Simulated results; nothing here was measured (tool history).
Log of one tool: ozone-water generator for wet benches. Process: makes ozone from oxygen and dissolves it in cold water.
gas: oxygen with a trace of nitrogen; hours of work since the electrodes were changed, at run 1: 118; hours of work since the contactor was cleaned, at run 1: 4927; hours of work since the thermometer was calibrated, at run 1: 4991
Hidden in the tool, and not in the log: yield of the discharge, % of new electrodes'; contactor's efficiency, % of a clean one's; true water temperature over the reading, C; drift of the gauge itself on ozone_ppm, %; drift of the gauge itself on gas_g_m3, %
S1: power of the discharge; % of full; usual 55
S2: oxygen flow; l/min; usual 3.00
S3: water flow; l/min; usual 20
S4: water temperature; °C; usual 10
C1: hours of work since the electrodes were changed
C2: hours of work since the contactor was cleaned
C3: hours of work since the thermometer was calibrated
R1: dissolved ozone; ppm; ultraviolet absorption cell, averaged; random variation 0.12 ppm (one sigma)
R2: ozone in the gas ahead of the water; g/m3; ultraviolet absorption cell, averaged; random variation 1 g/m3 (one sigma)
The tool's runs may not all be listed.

run,hour,S1,S2,S3,S4,C1,C2,C3,R1,R2
1,0.0,55,3.00,20,10,118,4927,4991,10.5,183.1
2,25.6,61,3.00,20,10,139,4948,5012,11.1,198.6
3,53.3,55,5.10,20,10,162,4971,5035,10.7,128.7
4,108.6,55,3.00,30,10,208,5017,5081,6.2,182.0
5,164.9,55,3.00,30,10,255,5064,5128,6.3,184.5
6,218.9,55,3.00,20,10,300,5108,5173,10.3,182.7
7,244.6,88,3.00,20,10,321,5130,5194,14.6,255.5
8,278.2,55,3.00,20,11,349,5158,5222,10.2,184.5
9,311.5,55,3.00,20,10,377,5185,5249,10.4,181.4
10,353.3,55,3.00,14,10,411,5220,5284,15.7,182.7
# hour 378.2: water thermometer calibrated
11,378.2,55,3.00,14,10,432,5240,0,15.6,180.7
# hour 385.2: contactor cleaned
12,437.4,55,1.82,14,11,477,43,46,14.6,250.9
13,491.5,55,1.82,14,11,522,88,91,14.6,248.2
14,528.7,56,3.30,24,13,553,119,122,8.2,170.8
15,552.8,59,1.88,24,9,573,139,142,8.1,257.2
# hour 568.8: contactor cleaned, once more
16,585.8,47,2.96,14,10,597,14,166,15.2,163.8
17,632.5,50,2.96,14,10,636,53,204,15.7,171.8

Hidden state at the last listed run before each entry between runs and at the first one after, where it differs:
Between runs 10 and 11: water thermometer calibrated (hour 378.2)
  contactor's efficiency, % of a clean one's: 86.2 -> 86.1; true water temperature over the reading, C: 0.48 -> -0.03
  measured less the result without the state, R1: -1.7 -> -1.6 ppm; R2: -1.9 -> -2.0 g/m3
Between runs 11 and 12: contactor cleaned (hour 385.2)
  yield of the discharge, % of new electrodes': 98.7 -> 98.5; contactor's efficiency, % of a clean one's: 86.1 -> 84; true water temperature over the reading, C: -0.03 -> -0.02
  measured less the result without the state, R1: -1.6 -> -1.8 ppm; R2: -2.0 -> -3.1 g/m3
Between runs 15 and 16: contactor cleaned, once more (hour 568.8)
  yield of the discharge, % of new electrodes': 98.2 -> 98.1; contactor's efficiency, % of a clean one's: 83.7 -> 100; true water temperature over the reading, C: -0.02 -> -0.01
  measured less the result without the state, R1: -1.2 -> -0.2 ppm; R2: -4.2 -> -2.3 g/m3
